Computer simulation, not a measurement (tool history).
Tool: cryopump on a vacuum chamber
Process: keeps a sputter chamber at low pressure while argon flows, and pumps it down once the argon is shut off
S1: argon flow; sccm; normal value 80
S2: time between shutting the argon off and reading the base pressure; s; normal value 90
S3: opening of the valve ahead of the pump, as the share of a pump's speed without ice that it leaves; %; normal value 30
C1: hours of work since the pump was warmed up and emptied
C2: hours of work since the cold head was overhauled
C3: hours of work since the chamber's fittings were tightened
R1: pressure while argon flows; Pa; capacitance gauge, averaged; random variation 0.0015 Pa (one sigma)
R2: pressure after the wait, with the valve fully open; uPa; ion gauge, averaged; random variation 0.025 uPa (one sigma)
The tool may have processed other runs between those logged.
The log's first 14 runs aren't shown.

Run 15, hour 1128.1: usual settings; C1 229; C2 2536; C3 877. Result: R1 0.3523 Pa, R2 2.12 uPa.
Run 16, hour 1192.4: usual settings; C1 269; C2 2576; C3 917. Result: R1 0.352 Pa, R2 2.21 uPa.
Run 17, hour 1292.7: usual settings; C1 331; C2 2638; C3 979. Result: R1 0.3536 Pa, R2 2.33 uPa.
Run 18, hour 1342.9: usual settings but S3 45 %; C1 362; C2 2669; C3 1010. Result: R1 0.2437 Pa, R2 2.33 uPa.
Run 19, hour 1396.6: usual settings but S1 74 sccm, S2 258 s, S3 22 %; C1 395; C2 2702; C3 1043. Result: R1 0.4445 Pa, R2 1.93 uPa.
Run 20, hour 1471.6: usual settings but S1 74 sccm, S2 258 s, S3 22 %; C1 441; C2 2748; C3 1089. Result: R1 0.4514 Pa, R2 2 uPa.
Run 21, hour 1530: usual settings but S1 143 sccm, S2 258 s, S3 51 %; C1 477; C2 2784; C3 1125. Result: R1 0.3938 Pa, R2 2.1 uPa.
Run 22, hour 1601.6: usual settings but S1 97 sccm, S2 52 s, S3 49 %; C1 521; C2 2828; C3 1170. Result: R1 0.2784 Pa, R2 3.17 uPa.
Run 23, hour 1703.4: usual settings but S2 107 s; C1 584; C2 2891; C3 1232. Result: R1 0.368 Pa, R2 2.63 uPa.
Run 24, hour 1778.4: usual settings but S1 91 sccm, S3 28 %; C1 630; C2 2937; C3 1279. Result: R1 0.4416 Pa, R2 2.75 uPa.
Run 25, hour 1849.5: usual settings but S1 91 sccm, S3 28 %; C1 674; C2 2981; C3 1322. Result: R1 0.4478 Pa, R2 2.95 uPa.
Run 26, hour 1935.1: usual settings but S1 91 sccm, S3 28 %; C1 727; C2 3034; C3 1375. Result: R1 0.4532 Pa, R2 3.17 uPa.
Run 27, hour 2024.4: usual settings but S1 91 sccm, S3 28 %; C1 782; C2 3089; C3 1430. Result: R1 0.4498 Pa, R2 3.18 uPa.

The next listed run, before its measurement:
Run 28, hour 2084.8: usual settings but S1 90 sccm, S2 34 s, S3 28 %; C1 819; C2 3126; C3 1468. Result: R1 ?, R2 ?.

For run 28 the tool returned R1 0.4481 Pa, R2 4.62 uPa.
Without the tool's hidden state the same run would have given R1 0.41 Pa, R2 2.28 uPa.
